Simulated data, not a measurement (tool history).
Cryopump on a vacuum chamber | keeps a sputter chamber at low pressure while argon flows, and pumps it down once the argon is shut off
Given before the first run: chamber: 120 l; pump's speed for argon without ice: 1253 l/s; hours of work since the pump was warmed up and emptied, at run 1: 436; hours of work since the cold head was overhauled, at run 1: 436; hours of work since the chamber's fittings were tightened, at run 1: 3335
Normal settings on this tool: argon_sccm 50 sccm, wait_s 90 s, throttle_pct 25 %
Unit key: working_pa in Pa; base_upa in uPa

run	hour	argon_sccm	wait_s	throttle_pct	hours of work since the pump was warmed up and emptied	hours of work since the cold head was overhauled	hours of work since the chamber's fittings were tightened	working_pa	base_upa
1	0.0	50	90	25	436	436	3335	0.2891	4.01
2	21.3	50	90	25	448	448	3347	0.2953	4.14
3	59.4	50	55	25	469	469	3368	0.2923	4.55
4	102.0	50	55	25	492	492	3392	0.2944	4.79
# hour 143.0: pump warmed up, emptied and cooled again
5	143.8	50	55	25	0	513	3412	0.2721	3.86
6	173.2	50	55	25	17	529	3428	0.2722	3.94
7	209.0	50	55	25	37	549	3448	0.2727	3.85
8	250.8	50	55	25	60	572	3471	0.2726	3.95
9	273.7	50	55	25	72	585	3484	0.2730	3.95
10	317.8	43	222	16	97	609	3509	0.3658	3.18

Alternative continuations, all from the tool just after run 10; predict every row:
A	341.2	50	97	27	110	622	3521	?	?
B	341.2	25	252	30	110	622	3521	?	?
C	341.2	50	26	20	110	622	3521	?	?
D	341.2	29	90	20	110	622	3521	?	?
E	341.2	71	94	23	110	622	3521	?	?

run	working_pa	base_upa
A	0.2555	3.68
B	0.1150	3.23
C	0.3409	5.26
D	0.1995	3.69
E	0.4253	3.59
Stripped of hidden state, with their random variation kept, the same runs would have yielded:
run	working_pa	base_upa
A	0.2502	0.94
B	0.1124	0.50
C	0.3357	2.61
D	0.1964	0.97
E	0.4178	0.91
